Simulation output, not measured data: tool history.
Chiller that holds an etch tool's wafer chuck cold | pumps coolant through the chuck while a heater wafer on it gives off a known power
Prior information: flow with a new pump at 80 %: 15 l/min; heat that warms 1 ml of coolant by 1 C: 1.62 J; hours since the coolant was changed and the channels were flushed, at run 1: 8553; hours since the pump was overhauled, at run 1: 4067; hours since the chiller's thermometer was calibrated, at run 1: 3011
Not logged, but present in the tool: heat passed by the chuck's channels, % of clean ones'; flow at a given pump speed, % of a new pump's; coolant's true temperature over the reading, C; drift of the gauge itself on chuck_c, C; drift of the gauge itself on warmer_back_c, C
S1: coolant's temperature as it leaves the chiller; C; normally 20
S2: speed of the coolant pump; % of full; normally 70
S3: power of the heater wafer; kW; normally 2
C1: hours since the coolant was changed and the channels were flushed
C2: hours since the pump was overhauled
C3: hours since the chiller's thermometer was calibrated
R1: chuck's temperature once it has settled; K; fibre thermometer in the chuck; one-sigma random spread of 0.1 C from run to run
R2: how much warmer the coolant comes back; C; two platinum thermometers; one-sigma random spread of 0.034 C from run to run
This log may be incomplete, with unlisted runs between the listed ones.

| run | day | S1 | S2 | S3 | C1 | C2 | C3 | R1 | R2 |
|---|---|---|---|---|---|---|---|---|---|
| 1 | 0 | 20 | 70 | 2 | 8553 | 4067 | 3011 | 313.85 | 5.61 |
| 2 | 3.379 | 20 | 70 | 2 | 8634 | 4148 | 3092 | 313.45 | 5.72 |
| 3 | 7.621 | 20 | 70 | 2 | 8735 | 4250 | 3194 | 313.75 | 5.71 |
| 4 | 11.35 | 20 | 70 | 2 | 8825 | 4339 | 3283 | 313.65 | 5.74 |
| 5 | 14.338 | 20 | 70 | 2 | 8897 | 4411 | 3355 | 313.75 | 5.74 |
| 6 | 17.646 | 20 | 70 | 2 | 8976 | 4490 | 3435 | 313.65 | 5.74 |
| 7 | 21.546 | 13 | 70 | 2 | 9070 | 4584 | 3528 | 306.75 | 5.74 |
| 8 | 25.954 | 13 | 70 | 2 | 9175 | 4690 | 3634 | 306.95 | 5.72 |
| 9 | 30.762 | 13 | 70 | 2 | 9291 | 4805 | 3749 | 306.85 | 5.8 |

What does the tool deliver on the next run?
| 10 | 33.8 | 13 | 70 | 2 | 9364 | 4878 | 3822 | ? | ? |

For run 10 the tool returned R1 306.85 K, R2 5.81 C.
Had the tool carried no hidden state, the very same run would have given R1 306.85 K, R2 5.7 C.
